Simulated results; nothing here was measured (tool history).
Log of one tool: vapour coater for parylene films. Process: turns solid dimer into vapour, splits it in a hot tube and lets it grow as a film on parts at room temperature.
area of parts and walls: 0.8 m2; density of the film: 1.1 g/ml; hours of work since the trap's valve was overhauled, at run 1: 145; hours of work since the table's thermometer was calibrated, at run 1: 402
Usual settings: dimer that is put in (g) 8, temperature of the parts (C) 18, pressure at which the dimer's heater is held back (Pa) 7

run,hour,dimer that is put in (g),temperature of the parts (C),pressure at which the dimer's heater is held back (Pa),hours of work since the trap's valve was overhauled,hours of work since the table's thermometer was calibrated,thickness of the film (µm)
1,0,8,18,7,145,402,5.62
2,29,8,18,7,158,415,5.7
3,72.7,8,22,7,178,435,4.72
4,124.9,8,18,7,202,459,5.56
5,158.3,4,18,7,218,474,2.74
# hour 181.7: trap's valve overhauled
6,189.9,4,18,7,4,487,3.07
7,241.1,8,10,7,27,511,8.58
8,279.3,8,10,7,45,528,8.55
9,309.9,8,18,7,59,542,5.93
10,332,8,18,7,69,552,5.9
11,356.5,8,28,7,80,563,3.72
12,403.7,8,28,7,102,585,3.66
13,434.9,8,28,7,116,599,3.65
14,484.1,8,18,7,139,622,5.6
15,520.2,8,18,7,155,639,5.6
# hour 524: table's thermometer calibrated
16,551,10,18,7,169,12,6.86
17,589.1,10,30,3.43,186,30,4.46
18,625.5,10,30,3.43,203,47,4.46
19,671.8,4,18,8.47,224,68,2.58
# hour 679.9: trap's valve overhauled
20,724.4,12,18,4.19,20,90,9.67
# hour 757.3: table's thermometer calibrated, once more
21,779.5,4,18,9.54,45,10,2.89
22,823.4,4,18,9.54,65,30,2.85
23,872.3,4,30,5.45,88,53,1.74
24,918.1,4,30,5.45,109,74,1.74

Forecast run 25:
25,944.3,4,18,8.61,121,86,?

{"run 25": {"thickness of the film (µm)": 2.79}}
Without the tool's hidden state the same run would have given thickness of the film (µm) 3.
